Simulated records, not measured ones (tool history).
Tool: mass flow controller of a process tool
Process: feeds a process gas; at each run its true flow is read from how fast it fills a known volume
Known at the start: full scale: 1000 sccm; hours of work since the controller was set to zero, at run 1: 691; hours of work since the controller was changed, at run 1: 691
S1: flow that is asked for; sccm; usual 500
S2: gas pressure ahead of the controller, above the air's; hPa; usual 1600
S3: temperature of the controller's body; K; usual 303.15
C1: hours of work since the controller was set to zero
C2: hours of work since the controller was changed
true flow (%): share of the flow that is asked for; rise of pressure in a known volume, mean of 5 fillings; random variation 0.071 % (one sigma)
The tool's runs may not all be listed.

{"run": 1, "day": 0.0, "S1": 500, "S2": 1600, "S3": 303.15, "C1": 691, "C2": 691, "true flow (%)": 99.52}
{"run": 2, "day": 3.871, "S1": 500, "S2": 1600, "S3": 303.15, "C1": 725, "C2": 725, "true flow (%)": 99.63}
{"run": 3, "day": 9.333, "S1": 500, "S2": 1600, "S3": 303.15, "C1": 773, "C2": 773, "true flow (%)": 99.51}
{"run": 4, "day": 14.667, "S1": 173, "S2": 1600, "S3": 303.15, "C1": 820, "C2": 820, "true flow (%)": 99.03}
{"run": 5, "day": 19.954, "S1": 173, "S2": 1600, "S3": 303.15, "C1": 867, "C2": 867, "true flow (%)": 98.98}
{"run": 6, "day": 24.462, "S1": 173, "S2": 1600, "S3": 303.15, "C1": 907, "C2": 907, "true flow (%)": 98.85}
{"run": 7, "day": 28.804, "S1": 173, "S2": 1600, "S3": 308.15, "C1": 945, "C2": 945, "true flow (%)": 98.31}
{"run": 8, "day": 34.408, "S1": 500, "S2": 1600, "S3": 303.15, "C1": 994, "C2": 994, "true flow (%)": 98.88}
{"run": 9, "day": 39.85, "S1": 467, "S2": 1600, "S3": 303.15, "C1": 1042, "C2": 1042, "true flow (%)": 98.73}
{"run": 10, "day": 46.079, "S1": 500, "S2": 1600, "S3": 303.15, "C1": 1097, "C2": 1097, "true flow (%)": 98.61}
{"run": 11, "day": 49.662, "S1": 500, "S2": 1600, "S3": 303.15, "C1": 1129, "C2": 1129, "true flow (%)": 98.6}
{"run": 12, "day": 54.475, "S1": 500, "S2": 1600, "S3": 303.15, "C1": 1171, "C2": 1171, "true flow (%)": 98.51}
{"run": 13, "day": 58.171, "S1": 500, "S2": 1600, "S3": 303.15, "C1": 1204, "C2": 1204, "true flow (%)": 98.5}
{"run": 14, "day": 65.142, "S1": 220, "S2": 1600, "S3": 303.15, "C1": 1265, "C2": 1265, "true flow (%)": 98.03}
{"run": 15, "day": 71.996, "S1": 220, "S2": 1600, "S3": 303.15, "C1": 1325, "C2": 1325, "true flow (%)": 97.86}
{"run": 16, "day": 76.162, "S1": 201, "S2": 1600, "S3": 303.15, "C1": 1362, "C2": 1362, "true flow (%)": 97.79}
{"run": 17, "day": 80.8, "S1": 201, "S2": 1600, "S3": 303.15, "C1": 1403, "C2": 1403, "true flow (%)": 97.69}
{"run": 18, "day": 85.075, "S1": 201, "S2": 1820, "S3": 298.15, "C1": 1441, "C2": 1441, "true flow (%)": 97.79}
{"run": 19, "day": 89.012, "S1": 293, "S2": 1820, "S3": 301.15, "C1": 1475, "C2": 1475, "true flow (%)": 97.58}
{"run": 20, "day": 93.438, "S1": 104, "S2": 2620, "S3": 305.15, "C1": 1514, "C2": 1514, "true flow (%)": 96.46}
{"run": 21, "day": 96.996, "S1": 104, "S2": 2620, "S3": 305.15, "C1": 1546, "C2": 1546, "true flow (%)": 96.37}
{"run": 22, "day": 103.154, "S1": 323, "S2": 1790, "S3": 303.15, "C1": 1600, "C2": 1600, "true flow (%)": 97.25}
{"run": 23, "day": 108.017, "S1": 500, "S2": 2660, "S3": 299.15, "C1": 1643, "C2": 1643, "true flow (%)": 97.03}
{"run": 24, "day": 114.7, "S1": 575, "S2": 2660, "S3": 302.15, "C1": 1702, "C2": 1702, "true flow (%)": 96.7}
{"run": 25, "day": 119.312, "S1": 500, "S2": 1490, "S3": 298.15, "C1": 1742, "C2": 1742, "true flow (%)": 97.56}
{"run": 26, "day": 125.758, "S1": 721, "S2": 2200, "S3": 304.15, "C1": 1799, "C2": 1799, "true flow (%)": 96.56}
{"run": 27, "day": 132.033, "S1": 197, "S2": 2350, "S3": 303.15, "C1": 1854, "C2": 1854, "true flow (%)": 96.25}
{"run": 28, "day": 137.496, "S1": 282, "S2": 2460, "S3": 295.15, "C1": 1903, "C2": 1903, "true flow (%)": 96.44}
{"day": 138.529, "done": "gauge calibrated"}
{"run": 29, "day": 141.588, "S1": 282, "S2": 2460, "S3": 295.15, "C1": 1939, "C2": 1939, "true flow (%)": 99.14}

Forecast each of these 5 alternatives for the next run:
{"run": "A", "day": 147.604, "S1": 123, "S2": 2620, "S3": 309.15, "C1": 1992, "C2": 1992, "true flow (%)": "?"}
{"run": "B", "day": 147.604, "S1": 188, "S2": 2460, "S3": 295.15, "C1": 1992, "C2": 1992, "true flow (%)": "?"}
{"run": "C", "day": 147.604, "S1": 500, "S2": 2710, "S3": 296.15, "C1": 1992, "C2": 1992, "true flow (%)": "?"}
{"run": "D", "day": 147.604, "S1": 180, "S2": 1600, "S3": 303.15, "C1": 1992, "C2": 1992, "true flow (%)": "?"}
{"run": "E", "day": 147.604, "S1": 795, "S2": 2330, "S3": 305.15, "C1": 1992, "C2": 1992, "true flow (%)": "?"}

run=A true_flow_(%)=97.98
run=B true_flow_(%)=98.94
run=C true_flow_(%)=98.97
run=D true_flow_(%)=99.11
run=E true_flow_(%)=98.89
Without the tool's hidden state the same runs would have given:
run=A true_flow_(%)=98.18
run=B true_flow_(%)=99.13
run=C true_flow_(%)=99.15
run=D true_flow_(%)=99.3
run=E true_flow_(%)=99.08

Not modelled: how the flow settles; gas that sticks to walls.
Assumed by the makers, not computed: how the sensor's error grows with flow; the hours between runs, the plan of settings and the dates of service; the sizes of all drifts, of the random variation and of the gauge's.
